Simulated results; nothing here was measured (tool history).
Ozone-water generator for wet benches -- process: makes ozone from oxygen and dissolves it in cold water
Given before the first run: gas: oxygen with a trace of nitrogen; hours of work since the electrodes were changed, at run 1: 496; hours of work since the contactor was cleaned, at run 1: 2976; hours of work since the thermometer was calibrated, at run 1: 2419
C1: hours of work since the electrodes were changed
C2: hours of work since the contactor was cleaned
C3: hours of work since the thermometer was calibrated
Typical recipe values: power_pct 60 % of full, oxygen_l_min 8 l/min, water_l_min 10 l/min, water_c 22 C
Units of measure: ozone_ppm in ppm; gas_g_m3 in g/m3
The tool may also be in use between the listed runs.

run 1 hour=0 | power_pct=60 oxygen_l_min=8 water_l_min=10 water_c=22 | C1=496 C2=2976 C3=2419 | ozone_ppm=21 gas_g_m3=183.8
run 2 hour=27 | power_pct=60 oxygen_l_min=8 water_l_min=10 water_c=18 | C1=516 C2=2996 C3=2439 | ozone_ppm=22.9 gas_g_m3=182.5
run 3 hour=73.9 | power_pct=60 oxygen_l_min=8 water_l_min=10 water_c=18 | C1=551 C2=3031 C3=2474 | ozone_ppm=22.6 gas_g_m3=180.9
run 4 hour=96.5 | power_pct=50 oxygen_l_min=8 water_l_min=10 water_c=22 | C1=568 C2=3048 C3=2491 | ozone_ppm=18.9 gas_g_m3=163.4
run 5 hour=117.3 | power_pct=50 oxygen_l_min=8 water_l_min=10 water_c=22 | C1=583 C2=3064 C3=2507 | ozone_ppm=18.7 gas_g_m3=162.4
run 6 hour=139.2 | power_pct=81 oxygen_l_min=8 water_l_min=10 water_c=22 | C1=600 C2=3080 C3=2523 | ozone_ppm=25.1 gas_g_m3=215.7
run 7 hour=168.9 | power_pct=81 oxygen_l_min=8 water_l_min=10 water_c=22 | C1=622 C2=3102 C3=2546 | ozone_ppm=24.6 gas_g_m3=215.8
run 8 hour=198.9 | power_pct=81 oxygen_l_min=8 water_l_min=10 water_c=21 | C1=645 C2=3125 C3=2568 | ozone_ppm=25.3 gas_g_m3=216.3
run 9 hour=237.3 | power_pct=81 oxygen_l_min=8 water_l_min=10 water_c=21 | C1=673 C2=3154 C3=2597 | ozone_ppm=25.3 gas_g_m3=216.1
-- hour=241.7 water thermometer calibrated
run 10 hour=265.2 | power_pct=81 oxygen_l_min=10.39 water_l_min=10 water_c=21 | C1=694 C2=3174 C3=18 | ozone_ppm=23.9 gas_g_m3=189.6
run 11 hour=301.9 | power_pct=81 oxygen_l_min=10.39 water_l_min=10 water_c=21 | C1=721 C2=3202 C3=45 | ozone_ppm=23.7 gas_g_m3=190.3
run 12 hour=341.2 | power_pct=60 oxygen_l_min=4.04 water_l_min=10 water_c=16 | C1=751 C2=3231 C3=74 | ozone_ppm=24.9 gas_g_m3=248.5
-- hour=380.6 water thermometer calibrated, once more
run 13 hour=389.3 | power_pct=61 oxygen_l_min=8 water_l_min=10 water_c=18 | C1=786 C2=3267 C3=7 | ozone_ppm=23.2 gas_g_m3=183
run 14 hour=421.3 | power_pct=46 oxygen_l_min=8 water_l_min=10 water_c=18 | C1=810 C2=3291 C3=30 | ozone_ppm=19.5 gas_g_m3=155.9
run 15 hour=466.4 | power_pct=60 oxygen_l_min=7.95 water_l_min=10 water_c=22 | C1=844 C2=3324 C3=64 | ozone_ppm=20.6 gas_g_m3=181.8
run 16 hour=515.2 | power_pct=49 oxygen_l_min=7.95 water_l_min=10 water_c=18 | C1=880 C2=3361 C3=101 | ozone_ppm=20.2 gas_g_m3=162.3

Hidden condition of the tool, last listed run before each entry between runs versus first listed run after:
Run 9 -> run 10: water thermometer calibrated (hour 241.7)
  yield of the discharge, % of new electrodes': 98.1 -> 98; true water temperature over the reading, C: 0.14 -> 0.23
  measured less the result without the state, ozone_ppm: -2 -> -1.9 ppm; gas_g_m3: -4.5 -> -4.2 g/m3
Run 12 -> run 13: water thermometer calibrated, once more (hour 380.6)
  yield of the discharge, % of new electrodes': 97.9 -> 97.8; true water temperature over the reading, C: 0.23 -> 0.07
  measured less the result without the state, ozone_ppm: -2 -> -1.8 ppm; gas_g_m3: -4.9 -> -3.8 g/m3
